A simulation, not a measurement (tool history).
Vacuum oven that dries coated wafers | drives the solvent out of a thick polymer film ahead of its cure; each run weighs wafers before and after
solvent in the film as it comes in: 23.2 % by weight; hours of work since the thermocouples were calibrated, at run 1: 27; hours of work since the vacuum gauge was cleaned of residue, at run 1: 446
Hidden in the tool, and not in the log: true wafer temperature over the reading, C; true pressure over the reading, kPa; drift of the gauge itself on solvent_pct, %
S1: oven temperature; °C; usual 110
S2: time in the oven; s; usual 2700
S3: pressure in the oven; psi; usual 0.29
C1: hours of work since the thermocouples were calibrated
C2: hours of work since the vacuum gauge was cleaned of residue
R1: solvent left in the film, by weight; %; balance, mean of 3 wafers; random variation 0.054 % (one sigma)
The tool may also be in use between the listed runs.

run 1 hour=0 | S1=110 S2=2700 S3=0.29 | C1=27 C2=446 | R1=2.09
run 2 hour=26.5 | S1=110 S2=2700 S3=0.29 | C1=39 C2=458 | R1=2.17
run 3 hour=43 | S1=104 S2=2700 S3=0.29 | C1=47 C2=465 | R1=3.29
run 4 hour=72.5 | S1=104 S2=2700 S3=0.29 | C1=60 C2=479 | R1=3.24
run 5 hour=104.3 | S1=104 S2=2700 S3=0.744 | C1=75 C2=494 | R1=5.19
run 6 hour=119.7 | S1=110 S2=2700 S3=0.29 | C1=82 C2=501 | R1=2.12
run 7 hour=142.7 | S1=110 S2=2700 S3=0.29 | C1=93 C2=511 | R1=2.12
-- hour=146.7 vacuum gauge cleaned of residue and calibrated
run 8 hour=167.2 | S1=110 S2=2700 S3=0.29 | C1=103 C2=9 | R1=2.24
run 9 hour=187.5 | S1=110 S2=2700 S3=0.29 | C1=112 C2=19 | R1=2.26
run 10 hour=215.7 | S1=115 S2=2760 S3=0.29 | C1=125 C2=32 | R1=1.5
run 11 hour=231.1 | S1=112 S2=3060 S3=0.29 | C1=132 C2=39 | R1=1.68
run 12 hour=252.4 | S1=119 S2=4860 S3=0.962 | C1=142 C2=49 | R1=2.82
-- hour=269.5 vacuum gauge cleaned of residue and calibrated, once more
run 13 hour=274.8 | S1=119 S2=4860 S3=0.962 | C1=152 C2=2 | R1=2.67
run 14 hour=291.5 | S1=116 S2=1560 S3=0.357 | C1=160 C2=10 | R1=3.16
run 15 hour=307.6 | S1=118 S2=1560 S3=0.336 | C1=167 C2=18 | R1=2.64
run 16 hour=322.3 | S1=100 S2=1860 S3=0.336 | C1=174 C2=24 | R1=6.28
run 17 hour=351.6 | S1=114 S2=1860 S3=0.336 | C1=187 C2=38 | R1=2.77
run 18 hour=386.4 | S1=114 S2=1860 S3=0.336 | C1=203 C2=54 | R1=2.73

5 ways to go on from here, each from the tool as it stands after run 18. What would each give?
run A hour=405.2 | S1=123 S2=2700 S3=0.196 | C1=212 C2=62 | R1=?
run B hour=405.2 | S1=110 S2=4800 S3=0.29 | C1=212 C2=62 | R1=?
run C hour=405.2 | S1=110 S2=2700 S3=0.341 | C1=212 C2=62 | R1=?
run D hour=405.2 | S1=117 S2=2700 S3=0.29 | C1=212 C2=62 | R1=?
run E hour=405.2 | S1=118 S2=3120 S3=0.352 | C1=212 C2=62 | R1=?

run=A R1=0.64
run=B R1=1.12
run=C R1=2.21
run=D R1=1.25
run=E R1=1.16
Without the tool's hidden state the same runs would have given:
run=A R1=0.62
run=B R1=1.09
run=C R1=2.15
run=D R1=1.22
run=E R1=1.13

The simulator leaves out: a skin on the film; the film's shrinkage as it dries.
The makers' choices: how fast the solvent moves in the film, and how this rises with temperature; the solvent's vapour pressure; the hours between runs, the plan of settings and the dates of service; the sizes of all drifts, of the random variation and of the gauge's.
